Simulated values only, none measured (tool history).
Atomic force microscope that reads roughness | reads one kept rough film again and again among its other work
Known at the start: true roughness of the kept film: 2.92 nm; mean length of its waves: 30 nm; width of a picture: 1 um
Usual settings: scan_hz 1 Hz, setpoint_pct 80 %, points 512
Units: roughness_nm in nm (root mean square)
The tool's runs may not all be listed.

run   hour  scan_hz  setpoint_pct  points  roughness_nm
  1      0        1            80     512           2.3
  2    8.2        1            80     512          2.29
      13.6  -- new tip fitted
  3   13.6        1            80     512         2.469
  4   20.1        1            80     512         2.467
  5   24.2        1            80     512         2.469
  6   29.2        1            80     512         2.461
  7   38.9        1            80     512         2.454
  8   43.2        1            80     512         2.447
  9   48.3        1            80     512         2.429
 10   53.9        1            80     512         2.439
 11   59.4     2.88            80     512         2.046
 12   67.4     2.88            80     512         2.048
 13   75.1     1.74            80     512         2.267
 14   82.2     1.74            80     512         2.251
 15   86.3        1            80     512         2.429
 16   95.2        1            80     512         2.411
 17  103.4        1            80     512         2.401
 18  108.1        1            58     512         2.587
 19  115.4        1            58     512         2.582
 20  121.6        1            58     512         2.593
 21  126.5        1            58     512         2.577
 22  132.3        1            80     512         2.369
 23  140.6        1            80     512         2.375
 24  145.9        1            80     512         2.368
 25  153.5        1            80     512         2.373
 26  162.2     1.73            80     512         2.217
 27  166.6     0.61            65     532         2.551
 28  174.6     0.57            68     894          2.54
 29  180.8     0.57            68     894         2.527
 30  187.4      3.9            68     599         2.123
 31  194.7     1.58            64     611         2.427
 32  200.2     1.58            64     611         2.433
 33  205.1     0.94            80     512         2.339
 34    210     0.79            78     512         2.412
 35  217.7      2.2            62     512         2.365
 36  226.3     1.09            71     277         2.385
 37  234.7     0.99            62     427         2.483
 38  242.9     0.99            62     427         2.463
 39  249.4     2.95            62     383         2.271
 40  254.8     2.95            62     383         2.299
 41  263.8     1.06            73     478         2.364
     269.1  -- new tip fitted
 42  269.8     1.06            73     478         2.568
 43  275.5        1            71     323          2.54
 44  283.5        1            89     512         2.354
 45  291.4     0.74            75     342         2.574
 46  299.2     0.74            75     342         2.553
 47  304.7     0.75            80     780          2.52
 48    312     3.13            87     899          1.83
 49    317     3.13            87     310         1.823

4 ways to go on from here, each from the tool as it stands after run 49. What would each give?
  A  323.9     0.69            57     981             ?
  B  323.9        1            57     512             ?
  C  323.9     3.18            68     537             ?
  D  323.9        1            76     512             ?

run  roughness_nm
  A         2.672
  B         2.654
  C         2.275
  D         2.483
Without the tool's hidden state the same runs would have given:
run  roughness_nm
  A         2.696
  B         2.677
  C         2.295
  D         2.505

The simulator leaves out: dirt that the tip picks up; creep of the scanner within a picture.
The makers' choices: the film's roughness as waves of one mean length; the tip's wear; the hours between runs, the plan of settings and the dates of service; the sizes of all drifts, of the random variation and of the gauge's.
